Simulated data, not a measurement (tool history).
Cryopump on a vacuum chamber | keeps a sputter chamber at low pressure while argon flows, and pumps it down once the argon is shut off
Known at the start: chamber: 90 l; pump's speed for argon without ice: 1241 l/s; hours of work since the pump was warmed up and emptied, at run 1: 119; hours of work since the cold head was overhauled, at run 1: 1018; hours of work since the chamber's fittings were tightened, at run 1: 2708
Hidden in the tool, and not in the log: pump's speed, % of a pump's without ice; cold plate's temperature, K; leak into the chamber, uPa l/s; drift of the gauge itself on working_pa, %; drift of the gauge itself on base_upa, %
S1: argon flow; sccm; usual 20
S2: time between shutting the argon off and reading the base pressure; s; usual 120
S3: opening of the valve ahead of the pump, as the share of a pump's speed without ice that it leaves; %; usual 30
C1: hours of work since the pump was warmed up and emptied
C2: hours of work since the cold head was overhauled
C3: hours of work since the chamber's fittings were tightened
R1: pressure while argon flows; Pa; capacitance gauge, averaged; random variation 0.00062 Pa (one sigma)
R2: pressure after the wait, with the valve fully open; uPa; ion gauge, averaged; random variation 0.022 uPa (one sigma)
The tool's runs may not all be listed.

Run 1, hour 0: usual settings; C1 119; C2 1018; C3 2708. Result: R1 0.0921 Pa, R2 2.55 uPa.
Run 2, hour 28.6: usual settings; C1 141; C2 1040; C3 2730. Result: R1 0.0923 Pa, R2 2.51 uPa.
Run 3, hour 54.7: usual settings; C1 162; C2 1061; C3 2750. Result: R1 0.091 Pa, R2 2.59 uPa.
Run 4, hour 78.5: usual settings; C1 180; C2 1079; C3 2769. Result: R1 0.0926 Pa, R2 2.63 uPa.
At hour 88.7: leaking fittings of the chamber tightened, without venting.
Run 5, hour 101.4: usual settings; C1 196; C2 1095; C3 10. Result: R1 0.0929 Pa, R2 0.73 uPa.
Run 6, hour 122.2: usual settings but S2 123 s; C1 212; C2 1111; C3 26. Result: R1 0.094 Pa, R2 0.7 uPa.
Run 7, hour 159.4: usual settings but S2 123 s; C1 241; C2 1140; C3 55. Result: R1 0.0919 Pa, R2 0.75 uPa.
Run 8, hour 178.2: usual settings; C1 256; C2 1155; C3 69. Result: R1 0.0936 Pa, R2 0.72 uPa.
Run 9, hour 206.1: usual settings; C1 277; C2 1176; C3 91. Result: R1 0.0941 Pa, R2 0.73 uPa.
Run 10, hour 226.1: usual settings but S2 81 s; C1 293; C2 1192; C3 107. Result: R1 0.0941 Pa, R2 0.93 uPa.
Run 11, hour 242.3: usual settings but S2 81 s; C1 306; C2 1204; C3 119. Result: R1 0.0939 Pa, R2 0.96 uPa.
Run 12, hour 268.9: usual settings but S2 81 s; C1 326; C2 1225; C3 140. Result: R1 0.0957 Pa, R2 0.95 uPa.
Run 13, hour 289.5: usual settings; C1 342; C2 1241; C3 156. Result: R1 0.0946 Pa, R2 0.78 uPa.
Run 14, hour 315.1: usual settings but S1 17 sccm; C1 362; C2 1261; C3 176. Result: R1 0.0806 Pa, R2 0.79 uPa.
Run 15, hour 342.1: usual settings but S1 17 sccm; C1 383; C2 1282; C3 197. Result: R1 0.0814 Pa, R2 0.81 uPa.
Run 16, hour 374.3: usual settings but S1 17 sccm; C1 408; C2 1307; C3 222. Result: R1 0.0807 Pa, R2 0.88 uPa.
Run 17, hour 390.3: usual settings but S1 17 sccm; C1 420; C2 1319; C3 234. Result: R1 0.081 Pa, R2 0.91 uPa.
Run 18, hour 419.6: usual settings but S1 17 sccm; C1 443; C2 1342; C3 257. Result: R1 0.0815 Pa, R2 0.95 uPa.
Run 19, hour 442: usual settings but S2 78 s; C1 460; C2 1359; C3 274. Result: R1 0.0968 Pa, R2 1.17 uPa.
Run 20, hour 464.6: usual settings but S2 78 s; C1 478; C2 1377; C3 292. Result: R1 0.0964 Pa, R2 1.11 uPa.
Run 21, hour 490: usual settings but S1 16 sccm; C1 498; C2 1397; C3 311. Result: R1 0.0773 Pa, R2 0.95 uPa.
Run 22, hour 525.4: usual settings but S1 16 sccm; C1 525; C2 1424; C3 339. Result: R1 0.078 Pa, R2 1.01 uPa.
Run 23, hour 549.4: usual settings but S1 16 sccm; C1 544; C2 1443; C3 357. Result: R1 0.0786 Pa, R2 1.06 uPa.
Run 24, hour 575.3: usual settings but S1 11 sccm, S3 28 %; C1 564; C2 1463; C3 377. Result: R1 0.0567 Pa, R2 1.02 uPa.
Run 25, hour 608.1: usual settings but S1 11 sccm, S3 28 %; C1 589; C2 1488; C3 403. Result: R1 0.0581 Pa, R2 1.07 uPa.
Run 26, hour 638.6: usual settings but S1 28 sccm, S2 169 s, S3 28 %; C1 613; C2 1512; C3 426. Result: R1 0.1471 Pa, R2 1 uPa.
Run 27, hour 670: usual settings but S1 19 sccm, S2 70 s; C1 637; C2 1536; C3 451. Result: R1 0.0946 Pa, R2 1.39 uPa.
Run 28, hour 690.7: usual settings but S2 161 s; C1 653; C2 1552; C3 467. Result: R1 0.0997 Pa, R2 1.07 uPa.
Run 29, hour 724.8: usual settings but S2 58 s, S3 23 %; C1 680; C2 1579; C3 493. Result: R1 0.1276 Pa, R2 1.6 uPa.
Run 30, hour 751.1: usual settings but S1 32 sccm, S2 190 s, S3 33 %; C1 700; C2 1599; C3 514. Result: R1 0.1474 Pa, R2 1.08 uPa.
Run 31, hour 777.2: usual settings but S1 14 sccm, S2 253 s, S3 42 %; C1 720; C2 1619; C3 534. Result: R1 0.0519 Pa, R2 1.03 uPa.
Run 32, hour 813: usual settings but S1 14 sccm, S2 253 s, S3 42 %; C1 748; C2 1647; C3 562. Result: R1 0.0528 Pa, R2 1.12 uPa.
Run 33, hour 833.1: usual settings but S2 285 s; C1 764; C2 1663; C3 577. Result: R1 0.1033 Pa, R2 1.04 uPa.

Forecast each of these 4 alternatives for the next run:
Run A, hour 850.3: usual settings but S2 285 s, S3 31 %; C1 777; C2 1676; C3 591. Result: R1 ?, R2 ?.
Run B, hour 850.3: usual settings but S1 23 sccm, S2 34 s, S3 31 %; C1 777; C2 1676; C3 591. Result: R1 ?, R2 ?.
Run C, hour 850.3: usual settings but S1 30 sccm, S2 285 s, S3 19 %; C1 777; C2 1676; C3 591. Result: R1 ?, R2 ?.
Run D, hour 850.3: usual settings but S1 27 sccm, S2 244 s, S3 16 %; C1 777; C2 1676; C3 591. Result: R1 ?, R2 ?.

run      R1    R2
  A  0.0988  1.12
  B  0.1147  2.24
  C  0.2314   1.1
  D   0.243  1.14
Without the tool's hidden state the same runs would have given:
run      R1    R2
  A   0.088  0.41
  B  0.1022  1.55
  C  0.2151   0.4
  D  0.2285  0.44
